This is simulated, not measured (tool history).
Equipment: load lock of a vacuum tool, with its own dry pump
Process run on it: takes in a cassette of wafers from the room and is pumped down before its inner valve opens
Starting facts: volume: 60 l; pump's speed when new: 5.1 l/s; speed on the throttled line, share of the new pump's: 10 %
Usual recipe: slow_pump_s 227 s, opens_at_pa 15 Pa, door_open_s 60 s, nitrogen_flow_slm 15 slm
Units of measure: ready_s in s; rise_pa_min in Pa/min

| run | day | slow_pump_s | opens_at_pa | door_open_s | nitrogen_flow_slm | incoming humidity of the room's air, % | ready_s | rise_pa_min |
|---|---|---|---|---|---|---|---|---|
| 1 | 0.000 | 227 | 15 | 60 | 15 | 43.3 | 322.2 | 0.149 |
| 2 | 13.767 | 227 | 15 | 60 | 15 | 47.5 | 323.6 | 0.171 |
| 3 | 32.150 | 227 | 15 | 60 | 15 | 45.7 | 317.7 | 0.181 |
| 4 | 44.388 | 227 | 15 | 60 | 15 | 41.9 | 324.0 | 0.192 |
| 5 | 61.529 | 227 | 15 | 60 | 5 | 44.4 | 322.0 | 0.222 |
| 6 | 86.567 | 227 | 15 | 60 | 5 | 44.9 | 322.6 | 0.256 |
| 7 | 107.750 | 227 | 15 | 173 | 15 | 46.1 | 323.2 | 0.289 |
| 8 | 125.704 | 227 | 15 | 173 | 15 | 46.2 | 325.0 | 0.313 |
| 9 | 137.758 | 227 | 15 | 173 | 15 | 43.3 | 324.4 | 0.326 |
| 10 | 157.096 | 227 | 15 | 60 | 15 | 46.8 | 323.3 | 0.333 |
| 11 | 181.546 | 227 | 15 | 50 | 9 | 44.4 | 324.9 | 0.364 |
| 12 | 196.046 | 165 | 11 | 86 | 9 | 47.0 | 279.2 | 0.409 |
| 13 | 210.350 | 140 | 11 | 86 | 8 | 48.6 | 257.9 | 0.434 |
| 14 | 228.575 | 267 | 27 | 60 | 25 | 46.1 | 354.3 | 0.419 |
| 15 | 251.900 | 267 | 27 | 137 | 8 | 43.6 | 356.9 | 0.493 |
| 16 | 273.125 | 267 | 27 | 137 | 8 | 45.7 | 357.9 | 0.527 |
|  | 288.296 | door's seal changed, seat wiped |
| 17 | 296.558 | 267 | 20 | 137 | 8 | 48.2 | 364.8 | 0.094 |
| 18 | 316.079 | 267 | 20 | 137 | 8 | 41.7 | 359.9 | 0.087 |
| 19 | 338.883 | 227 | 30 | 57 | 15 | 44.6 | 326.8 | 0.066 |

Pick out some run-to-run changes in ready_s. Of each, how much would a tool without hidden state show as well, from the settings, what came in and chance, and how much is left for the hidden state and any gauge scatter not in both results compared?
Unlogged tool condition in this case: pump's speed, % of a new pump's; leak at the door's seal, Pa l/s; drift of the gauge itself on ready_s, %; drift of the gauge itself on rise_pa_min, %.
Run 13 -> 14: slow_pump_s 140 -> 267, opens_at_pa 11 -> 27, door_open_s 86 -> 60, nitrogen_flow_slm 8 -> 25. ready_s +96.4 s: hidden state -5.8, all else +102.2.

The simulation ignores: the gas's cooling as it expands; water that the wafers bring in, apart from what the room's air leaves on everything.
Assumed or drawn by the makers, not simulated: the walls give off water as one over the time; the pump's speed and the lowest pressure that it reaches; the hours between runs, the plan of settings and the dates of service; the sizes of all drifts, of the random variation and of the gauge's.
